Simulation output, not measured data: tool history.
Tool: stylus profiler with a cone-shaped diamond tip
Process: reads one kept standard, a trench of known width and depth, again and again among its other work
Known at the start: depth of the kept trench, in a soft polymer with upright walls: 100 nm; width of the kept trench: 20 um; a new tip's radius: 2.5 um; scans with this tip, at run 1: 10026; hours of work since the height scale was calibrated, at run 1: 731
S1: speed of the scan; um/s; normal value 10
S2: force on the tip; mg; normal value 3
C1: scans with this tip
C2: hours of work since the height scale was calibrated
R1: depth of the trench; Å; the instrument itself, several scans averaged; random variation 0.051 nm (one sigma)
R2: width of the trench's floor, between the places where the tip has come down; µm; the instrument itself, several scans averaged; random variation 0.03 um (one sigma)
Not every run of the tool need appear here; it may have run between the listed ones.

{"run": 1, "day": 0.0, "S1": 10, "S2": 3, "C1": 10026, "C2": 731, "R1": 1016.1, "R2": 18.19}
{"run": 2, "day": 2.217, "S1": 10, "S2": 3, "C1": 10535, "C2": 768, "R1": 1016.5, "R2": 18.17}
{"run": 3, "day": 4.588, "S1": 10, "S2": 3, "C1": 11080, "C2": 808, "R1": 1016.1, "R2": 18.12}
{"run": 4, "day": 5.817, "S1": 10, "S2": 3.11, "C1": 11362, "C2": 828, "R1": 1015.2, "R2": 18.14}
{"run": 5, "day": 8.308, "S1": 10, "S2": 3, "C1": 11934, "C2": 870, "R1": 1016.1, "R2": 18.13}
{"run": 6, "day": 10.608, "S1": 10, "S2": 3, "C1": 12463, "C2": 908, "R1": 1015.9, "R2": 18.1}
{"run": 7, "day": 12.142, "S1": 10, "S2": 1.16, "C1": 12815, "C2": 934, "R1": 1007.2, "R2": 18.11}
{"run": 8, "day": 14.512, "S1": 10, "S2": 3, "C1": 13360, "C2": 974, "R1": 1014.9, "R2": 18.09}
{"run": 9, "day": 16.862, "S1": 10, "S2": 3, "C1": 13899, "C2": 1013, "R1": 1014.9, "R2": 18.03}
{"run": 10, "day": 19.004, "S1": 10, "S2": 3, "C1": 14391, "C2": 1049, "R1": 1014.5, "R2": 18.03}
{"run": 11, "day": 20.604, "S1": 10, "S2": 3, "C1": 14759, "C2": 1076, "R1": 1015.2, "R2": 18.02}
{"run": 12, "day": 22.733, "S1": 10, "S2": 2.64, "C1": 15247, "C2": 1111, "R1": 1013.2, "R2": 17.99}
{"run": 13, "day": 25.112, "S1": 10, "S2": 3, "C1": 15794, "C2": 1151, "R1": 1014.7, "R2": 18.04}
{"run": 14, "day": 27.275, "S1": 10, "S2": 3, "C1": 16291, "C2": 1188, "R1": 1014.3, "R2": 17.99}
{"run": 15, "day": 29.383, "S1": 10, "S2": 3, "C1": 16776, "C2": 1223, "R1": 1015.3, "R2": 18.02}
{"run": 16, "day": 31.254, "S1": 10, "S2": 3, "C1": 17205, "C2": 1254, "R1": 1014.2, "R2": 18}
{"run": 17, "day": 32.4, "S1": 10, "S2": 3, "C1": 17469, "C2": 1273, "R1": 1015.4, "R2": 18}
{"day": 33.379, "done": "height scale calibrated on a step standard"}
{"run": 18, "day": 34.254, "S1": 7, "S2": 3, "C1": 17889, "C2": 15, "R1": 1013.2, "R2": 17.99}
{"run": 19, "day": 35.633, "S1": 4, "S2": 3, "C1": 18206, "C2": 38, "R1": 1014, "R2": 17.95}
{"run": 20, "day": 37.867, "S1": 4, "S2": 3, "C1": 18719, "C2": 75, "R1": 1012.4, "R2": 17.95}
{"run": 21, "day": 39.525, "S1": 4, "S2": 3, "C1": 19100, "C2": 103, "R1": 1013.4, "R2": 17.91}
{"run": 22, "day": 41.817, "S1": 4, "S2": 3, "C1": 19626, "C2": 141, "R1": 1012, "R2": 17.95}
{"run": 23, "day": 44.358, "S1": 7, "S2": 3, "C1": 20210, "C2": 184, "R1": 1012.8, "R2": 17.94}
{"run": 24, "day": 46.033, "S1": 7, "S2": 3, "C1": 20595, "C2": 212, "R1": 1011.4, "R2": 17.9}
{"day": 47.642, "done": "height scale calibrated on a step standard, once more"}
{"run": 25, "day": 47.671, "S1": 8, "S2": 3, "C1": 20966, "C2": 0, "R1": 1018.6, "R2": 17.87}
{"day": 49.15, "done": "new tip fitted, height scale calibrated"}
{"run": 26, "day": 49.388, "S1": 15, "S2": 3.06, "C1": 54, "C2": 4, "R1": 1017.4, "R2": 18.6}
{"run": 27, "day": 51.612, "S1": 17, "S2": 1.03, "C1": 566, "C2": 41, "R1": 1007.3, "R2": 18.49}
{"run": 28, "day": 53.529, "S1": 9, "S2": 1.15, "C1": 1006, "C2": 73, "R1": 1009.3, "R2": 18.59}
{"run": 29, "day": 56.008, "S1": 36, "S2": 1.68, "C1": 1575, "C2": 115, "R1": 1011.2, "R2": 18.38}
{"run": 30, "day": 58.671, "S1": 36, "S2": 1.68, "C1": 2187, "C2": 159, "R1": 1011.1, "R2": 18.33}
{"run": 31, "day": 60.875, "S1": 21, "S2": 1.78, "C1": 2693, "C2": 196, "R1": 1010.6, "R2": 18.41}
{"run": 32, "day": 63.275, "S1": 30, "S2": 1.99, "C1": 3244, "C2": 236, "R1": 1011.9, "R2": 18.36}
{"run": 33, "day": 64.729, "S1": 14, "S2": 6.47, "C1": 3578, "C2": 261, "R1": 1029.1, "R2": 18.5}
{"run": 34, "day": 66.012, "S1": 14, "S2": 6.47, "C1": 3873, "C2": 282, "R1": 1028.3, "R2": 18.44}
{"run": 35, "day": 67.296, "S1": 5, "S2": 7.57, "C1": 4168, "C2": 304, "R1": 1032.3, "R2": 18.5}
{"run": 36, "day": 69.571, "S1": 11, "S2": 7.38, "C1": 4691, "C2": 342, "R1": 1031.6, "R2": 18.43}
{"run": 37, "day": 70.871, "S1": 4, "S2": 2.43, "C1": 4989, "C2": 364, "R1": 1013.7, "R2": 18.42}
{"run": 38, "day": 73.117, "S1": 26, "S2": 8.48, "C1": 5505, "C2": 401, "R1": 1033.6, "R2": 18.39}
{"run": 39, "day": 75.8, "S1": 26, "S2": 8.48, "C1": 6121, "C2": 446, "R1": 1033.7, "R2": 18.32}
{"run": 40, "day": 77.433, "S1": 26, "S2": 8.48, "C1": 6496, "C2": 474, "R1": 1033.9, "R2": 18.33}
{"run": 41, "day": 78.571, "S1": 13, "S2": 3.43, "C1": 6758, "C2": 493, "R1": 1017.2, "R2": 18.3}
{"run": 42, "day": 80.571, "S1": 13, "S2": 3.43, "C1": 7217, "C2": 526, "R1": 1017.5, "R2": 18.3}
{"run": 43, "day": 83.183, "S1": 4, "S2": 1.94, "C1": 7817, "C2": 570, "R1": 1010.8, "R2": 18.35}
{"run": 44, "day": 85.121, "S1": 10, "S2": 7.33, "C1": 8262, "C2": 602, "R1": 1030.4, "R2": 18.29}
{"run": 45, "day": 86.454, "S1": 14, "S2": 4.66, "C1": 8568, "C2": 625, "R1": 1023.1, "R2": 18.27}

Hidden condition of the tool, last listed run before each entry between runs versus first listed run after:
After run 17, before run 18: height scale calibrated on a step standard (day 33.379)
  radius of the tip, um: 4.97 -> 5.02; height scale over the true one, %: -0.356 -> -0.464
  measured less the result without the state, R1: -3.6 -> -4.7 Å; R2: -0.58 -> -0.59 µm
After run 24, before run 25: height scale calibrated on a step standard, once more (day 47.642)
  radius of the tip, um: 5.39 -> 5.45; height scale over the true one, %: -0.518 -> 0.025
  measured less the result without the state, R1: -5.3 -> +0.3 Å; R2: -0.67 -> -0.68 µm
After run 25, before run 26: new tip fitted, height scale calibrated (day 49.15)
  radius of the tip, um: 5.45 -> 2.42; height scale over the true one, %: 0.025 -> -0.088
  measured less the result without the state, R1: +0.3 -> -0.9 Å; R2: -0.68 -> +0.02 µm
